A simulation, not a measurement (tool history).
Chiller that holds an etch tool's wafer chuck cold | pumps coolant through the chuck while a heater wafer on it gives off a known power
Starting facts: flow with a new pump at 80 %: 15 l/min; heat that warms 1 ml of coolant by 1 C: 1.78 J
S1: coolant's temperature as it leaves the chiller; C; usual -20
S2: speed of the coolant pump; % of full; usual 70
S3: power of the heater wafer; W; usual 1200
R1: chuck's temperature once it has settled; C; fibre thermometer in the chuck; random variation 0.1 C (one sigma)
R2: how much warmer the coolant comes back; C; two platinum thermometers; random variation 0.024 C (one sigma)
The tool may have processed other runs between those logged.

run 1 day=0.000 | S1=-20 S2=70 S3=1200 | R1=-2.3 R2=3.18
run 2 day=1.192 | S1=-20 S2=70 S3=1200 | R1=-2.4 R2=3.11
run 3 day=3.092 | S1=-20 S2=70 S3=1200 | R1=-2.3 R2=3.16
run 4 day=4.654 | S1=-20 S2=83 S3=1200 | R1=-5.0 R2=2.60
run 5 day=6.333 | S1=-20 S2=83 S3=1200 | R1=-4.9 R2=2.64
run 6 day=7.988 | S1=-20 S2=70 S3=1200 | R1=-2.2 R2=3.18
run 7 day=9.612 | S1=-20 S2=70 S3=1200 | R1=-2.2 R2=3.13
run 8 day=11.621 | S1=-23 S2=70 S3=1200 | R1=-5.2 R2=3.17
run 9 day=13.738 | S1=-23 S2=70 S3=1200 | R1=-5.1 R2=3.13
run 10 day=15.317 | S1=-23 S2=70 S3=1200 | R1=-5.1 R2=3.19
run 11 day=17.450 | S1=-23 S2=70 S3=1200 | R1=-5.2 R2=3.19
run 12 day=19.000 | S1=-23 S2=70 S3=1200 | R1=-4.9 R2=3.16
run 13 day=20.683 | S1=-20 S2=70 S3=1098 | R1=-3.4 R2=2.95
run 14 day=22.833 | S1=-20 S2=70 S3=1098 | R1=-3.5 R2=2.94
run 15 day=24.717 | S1=-20 S2=70 S3=1098 | R1=-3.4 R2=2.94
run 16 day=26.404 | S1=-20 S2=70 S3=1200 | R1=-1.9 R2=3.19
run 17 day=28.542 | S1=-27 S2=69 S3=659 | R1=-16.8 R2=1.82
run 18 day=29.471 | S1=-27 S2=69 S3=659 | R1=-16.8 R2=1.77
run 19 day=30.896 | S1=-27 S2=69 S3=659 | R1=-16.7 R2=1.77
run 20 day=31.900 | S1=-27 S2=69 S3=659 | R1=-16.8 R2=1.78
run 21 day=34.083 | S1=-27 S2=69 S3=659 | R1=-16.7 R2=1.79
run 22 day=35.133 | S1=-12 S2=75 S3=659 | R1=-2.4 R2=1.65
run 23 day=36.162 | S1=-13 S2=75 S3=1250 | R1=4.9 R2=3.11
run 24 day=38.225 | S1=-22 S2=89 S3=1200 | R1=-7.3 R2=2.46
run 25 day=39.479 | S1=-22 S2=89 S3=1200 | R1=-7.4 R2=2.43
run 26 day=41.608 | S1=-11 S2=95 S3=1660 | R1=7.7 R2=3.21
run 27 day=42.779 | S1=-19 S2=95 S3=1660 | R1=-0.1 R2=3.18
run 28 day=44.917 | S1=-16 S2=98 S3=1255 | R1=-2.0 R2=2.35
run 29 day=45.946 | S1=-16 S2=98 S3=1255 | R1=-1.9 R2=2.31
run 30 day=47.538 | S1=-29 S2=86 S3=735 | R1=-19.7 R2=1.56
run 31 day=49.283 | S1=-20 S2=66 S3=1200 | R1=-0.4 R2=3.43

What if the next run were any one of these 3? Each begins from the tool's condition after run 31:
run A day=50.504 | S1=-26 S2=73 S3=1491 | R1=? R2=?
run B day=50.504 | S1=-22 S2=67 S3=1492 | R1=? R2=?
run C day=50.504 | S1=-20 S2=68 S3=1200 | R1=? R2=?

run=A R1=-4.0 R2=3.83
run=B R1=2.0 R2=4.18
run=C R1=-0.9 R2=3.32
Stripped of hidden state, with their random variation kept, the same runs would have yielded:
run=A R1=-7.1 R2=3.73
run=B R1=-1.3 R2=4.07
run=C R1=-3.6 R2=3.23
